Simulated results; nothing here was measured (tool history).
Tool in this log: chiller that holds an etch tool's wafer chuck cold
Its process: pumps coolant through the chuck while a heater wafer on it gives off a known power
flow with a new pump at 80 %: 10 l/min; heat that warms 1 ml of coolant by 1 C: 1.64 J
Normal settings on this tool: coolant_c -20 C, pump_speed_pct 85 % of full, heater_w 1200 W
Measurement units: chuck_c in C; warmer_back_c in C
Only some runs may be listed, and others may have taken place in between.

run,day,coolant_c,pump_speed_pct,heater_w,chuck_c,warmer_back_c
1,0.000,-20,85,1200,-11.3,4.11
2,6.758,-20,85,1701,-7.7,5.92
3,10.892,-20,85,1701,-7.8,5.94
4,17.192,-20,85,1701,-7.6,5.96
# day 18.917: coolant changed, channels flushed
5,20.971,-20,65,1200,-9.2,5.49
6,26.750,-20,65,1200,-9.3,5.49
7,32.679,-20,65,1200,-9.2,5.51
8,37.325,-20,64,1200,-9.0,5.59
9,41.350,-22,85,1200,-13.5,4.30
10,46.075,-20,85,1297,-10.5,4.66
11,52.104,-20,85,1297,-10.7,4.64
12,55.333,-20,85,911,-13.4,3.29
# day 59.317: gauge calibrated
13,60.838,-20,85,911,-13.5,3.12
14,64.067,-12,85,1200,-3.3,4.20
15,68.575,-20,85,1200,-11.5,4.20
16,74.433,-20,85,1200,-11.5,4.23
17,79.304,-20,85,1402,-10.0,4.91
18,83.646,-25,84,1402,-14.9,4.97
19,87.392,-25,84,1402,-14.9,4.88
20,91.650,-24,84,1402,-13.8,5.03
21,94.592,-21,69,1161,-11.2,5.04
22,98.375,-20,62,727,-13.1,3.60
# day 98.904: chiller's thermometer calibrated
23,101.429,-20,62,727,-13.4,3.58
24,105.875,-11,78,811,-4.6,3.24
25,111.158,-11,78,811,-4.8,3.25
26,114.621,-20,69,1583,-6.2,6.85
27,119.929,-20,87,1640,-8.4,5.74
28,125.596,-20,87,1640,-8.5,5.78
29,130.196,-22,99,813,-16.9,2.71
# day 133.904: gauge calibrated
30,136.512,-19,99,886,-13.4,2.68
31,140.667,-19,99,886,-13.3,2.62
32,145.708,-12,71,913,-4.4,3.87

Hidden state or all else? Some run-to-run changes of warmer_back_c, split into what the settings, what came in and random variation would give without the hidden state, and what is left for the hidden state (with any gauge scatter that isn't in both results):
Hidden state present: heat passed by the chuck's channels, % of clean ones'; flow at a given pump speed, % of a new pump's; coolant's true temperature over the reading, C; drift of the gauge itself on chuck_c, C; drift of the gauge itself on warmer_back_c, C.
Run 1 -> 2: heater_w 1200 -> 1701. warmer_back_c +1.81 C: hidden state +0.03, all else +1.78.
Run 12 -> 13: gauge calibrated. warmer_back_c -0.17 C: hidden state -0.20, all else +0.03.
Run 25 -> 26: coolant_c -11 -> -20, pump_speed_pct 78 -> 69, heater_w 811 -> 1583. warmer_back_c +3.60 C: hidden state +0.01, all else +3.59.
Run 28 -> 29: coolant_c -20 -> -22, pump_speed_pct 87 -> 99, heater_w 1640 -> 813. warmer_back_c -3.07 C: hidden state +0.01, all else -3.08.
Run 29 -> 30: coolant_c -22 -> -19, heater_w 813 -> 886, gauge calibrated. warmer_back_c -0.03 C: hidden state -0.25, all else +0.22.
